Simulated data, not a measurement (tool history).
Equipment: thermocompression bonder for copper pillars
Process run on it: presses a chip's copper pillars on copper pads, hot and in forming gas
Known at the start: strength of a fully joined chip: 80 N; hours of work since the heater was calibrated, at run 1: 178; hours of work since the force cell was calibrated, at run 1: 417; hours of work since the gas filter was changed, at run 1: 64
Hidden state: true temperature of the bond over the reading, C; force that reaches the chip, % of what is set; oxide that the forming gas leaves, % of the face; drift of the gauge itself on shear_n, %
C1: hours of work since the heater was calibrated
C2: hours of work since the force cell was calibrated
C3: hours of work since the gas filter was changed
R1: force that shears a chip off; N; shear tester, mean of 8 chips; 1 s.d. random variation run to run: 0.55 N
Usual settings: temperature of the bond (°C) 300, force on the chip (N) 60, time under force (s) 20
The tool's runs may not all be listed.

run 1 hour=0 | temperature_of_the_bond_(°C)=300 force_on_the_chip_(N)=60 time_under_force_(s)=20 | C1=178 C2=417 C3=64 | R1=45
run 2 hour=41 | temperature_of_the_bond_(°C)=300 force_on_the_chip_(N)=60 time_under_force_(s)=20 | C1=201 C2=440 C3=87 | R1=44.8
run 3 hour=100.6 | temperature_of_the_bond_(°C)=300 force_on_the_chip_(N)=60 time_under_force_(s)=20 | C1=235 C2=473 C3=120 | R1=44.2
run 4 hour=149.4 | temperature_of_the_bond_(°C)=300 force_on_the_chip_(N)=60 time_under_force_(s)=20 | C1=262 C2=501 C3=148 | R1=45
run 5 hour=183.4 | temperature_of_the_bond_(°C)=300 force_on_the_chip_(N)=60 time_under_force_(s)=20 | C1=281 C2=520 C3=167 | R1=43.9
-- hour=223.4 forming gas filter changed
run 6 hour=232.8 | temperature_of_the_bond_(°C)=300 force_on_the_chip_(N)=60 time_under_force_(s)=20 | C1=309 C2=547 C3=5 | R1=46.4
run 7 hour=275 | temperature_of_the_bond_(°C)=311 force_on_the_chip_(N)=60 time_under_force_(s)=20 | C1=333 C2=571 C3=29 | R1=50.5
run 8 hour=326.7 | temperature_of_the_bond_(°C)=300 force_on_the_chip_(N)=60 time_under_force_(s)=20 | C1=362 C2=600 C3=58 | R1=45.2
run 9 hour=352.4 | temperature_of_the_bond_(°C)=300 force_on_the_chip_(N)=60 time_under_force_(s)=20 | C1=376 C2=615 C3=73 | R1=45.9
run 10 hour=402.3 | temperature_of_the_bond_(°C)=300 force_on_the_chip_(N)=60 time_under_force_(s)=20 | C1=404 C2=643 C3=101 | R1=45.7
run 11 hour=439.8 | temperature_of_the_bond_(°C)=300 force_on_the_chip_(N)=60 time_under_force_(s)=20 | C1=425 C2=664 C3=122 | R1=44
run 12 hour=495.6 | temperature_of_the_bond_(°C)=300 force_on_the_chip_(N)=60 time_under_force_(s)=20 | C1=457 C2=695 C3=153 | R1=44.4
run 13 hour=532.2 | temperature_of_the_bond_(°C)=300 force_on_the_chip_(N)=60 time_under_force_(s)=20 | C1=477 C2=716 C3=174 | R1=44.4
-- hour=559.6 forming gas filter changed
run 14 hour=587.8 | temperature_of_the_bond_(°C)=300 force_on_the_chip_(N)=60 time_under_force_(s)=20 | C1=508 C2=747 C3=16 | R1=44.4
-- hour=594.9 heater calibrated with a thermocouple chip
run 15 hour=637.6 | temperature_of_the_bond_(°C)=300 force_on_the_chip_(N)=60 time_under_force_(s)=20 | C1=24 C2=774 C3=43 | R1=42.4
run 16 hour=671.7 | temperature_of_the_bond_(°C)=300 force_on_the_chip_(N)=60 time_under_force_(s)=20 | C1=43 C2=793 C3=62 | R1=42.4
run 17 hour=733.7 | temperature_of_the_bond_(°C)=311 force_on_the_chip_(N)=64 time_under_force_(s)=20 | C1=78 C2=828 C3=97 | R1=51
-- hour=746 heater calibrated with a thermocouple chip, once more
run 18 hour=787.7 | temperature_of_the_bond_(°C)=311 force_on_the_chip_(N)=64 time_under_force_(s)=20 | C1=23 C2=857 C3=126 | R1=54.2
run 19 hour=822.9 | temperature_of_the_bond_(°C)=309 force_on_the_chip_(N)=60 time_under_force_(s)=11 | C1=43 C2=877 C3=146 | R1=41.9
run 20 hour=875.4 | temperature_of_the_bond_(°C)=309 force_on_the_chip_(N)=60 time_under_force_(s)=11 | C1=73 C2=906 C3=175 | R1=41
-- hour=902.8 forming gas filter changed
run 21 hour=904.7 | temperature_of_the_bond_(°C)=309 force_on_the_chip_(N)=60 time_under_force_(s)=11 | C1=89 C2=923 C3=1 | R1=42.8
run 22 hour=949.9 | temperature_of_the_bond_(°C)=309 force_on_the_chip_(N)=60 time_under_force_(s)=11 | C1=114 C2=948 C3=27 | R1=42.4
run 23 hour=1002.4 | temperature_of_the_bond_(°C)=313 force_on_the_chip_(N)=60 time_under_force_(s)=48 | C1=144 C2=978 C3=56 | R1=63.7
-- hour=1016 force cell calibrated
run 24 hour=1052.2 | temperature_of_the_bond_(°C)=300 force_on_the_chip_(N)=84 time_under_force_(s)=15 | C1=171 C2=20 C3=83 | R1=53.6
run 25 hour=1115.7 | temperature_of_the_bond_(°C)=310 force_on_the_chip_(N)=60 time_under_force_(s)=20 | C1=207 C2=56 C3=119 | R1=47.8
run 26 hour=1174.5 | temperature_of_the_bond_(°C)=293 force_on_the_chip_(N)=39 time_under_force_(s)=34 | C1=240 C2=89 C3=152 | R1=31.8
run 27 hour=1222 | temperature_of_the_bond_(°C)=293 force_on_the_chip_(N)=39 time_under_force_(s)=34 | C1=267 C2=116 C3=179 | R1=30.8
-- hour=1242.9 forming gas filter changed
run 28 hour=1262.5 | temperature_of_the_bond_(°C)=322 force_on_the_chip_(N)=49 time_under_force_(s)=49 | C1=289 C2=138 C3=11 | R1=59.9
run 29 hour=1303.6 | temperature_of_the_bond_(°C)=296 force_on_the_chip_(N)=60 time_under_force_(s)=18 | C1=312 C2=162 C3=34 | R1=40.4
run 30 hour=1330.7 | temperature_of_the_bond_(°C)=296 force_on_the_chip_(N)=60 time_under_force_(s)=18 | C1=328 C2=177 C3=49 | R1=40.4
run 31 hour=1380.8 | temperature_of_the_bond_(°C)=296 force_on_the_chip_(N)=38 time_under_force_(s)=18 | C1=356 C2=205 C3=78 | R1=24.6

Here are 5 independent what-if runs from the current tool condition. What would each one return?
run A hour=1438.6 | temperature_of_the_bond_(°C)=296 force_on_the_chip_(N)=86 time_under_force_(s)=18 | C1=388 C2=237 C3=110 | R1=?
run B hour=1438.6 | temperature_of_the_bond_(°C)=279 force_on_the_chip_(N)=60 time_under_force_(s)=20 | C1=388 C2=237 C3=110 | R1=?
run C hour=1438.6 | temperature_of_the_bond_(°C)=278 force_on_the_chip_(N)=54 time_under_force_(s)=18 | C1=388 C2=237 C3=110 | R1=?
run D hour=1438.6 | temperature_of_the_bond_(°C)=288 force_on_the_chip_(N)=38 time_under_force_(s)=13 | C1=388 C2=237 C3=110 | R1=?
run E hour=1438.6 | temperature_of_the_bond_(°C)=290 force_on_the_chip_(N)=78 time_under_force_(s)=20 | C1=388 C2=237 C3=110 | R1=?

run=A R1=53.5
run=B R1=33
run=C R1=28.3
run=D R1=19
run=E R1=48.6
Stripped of hidden state, with their random variation kept, the same runs would have yielded:
run=A R1=56
run=B R1=35.1
run=C R1=30.1
run=D R1=20.2
run=E R1=51.1
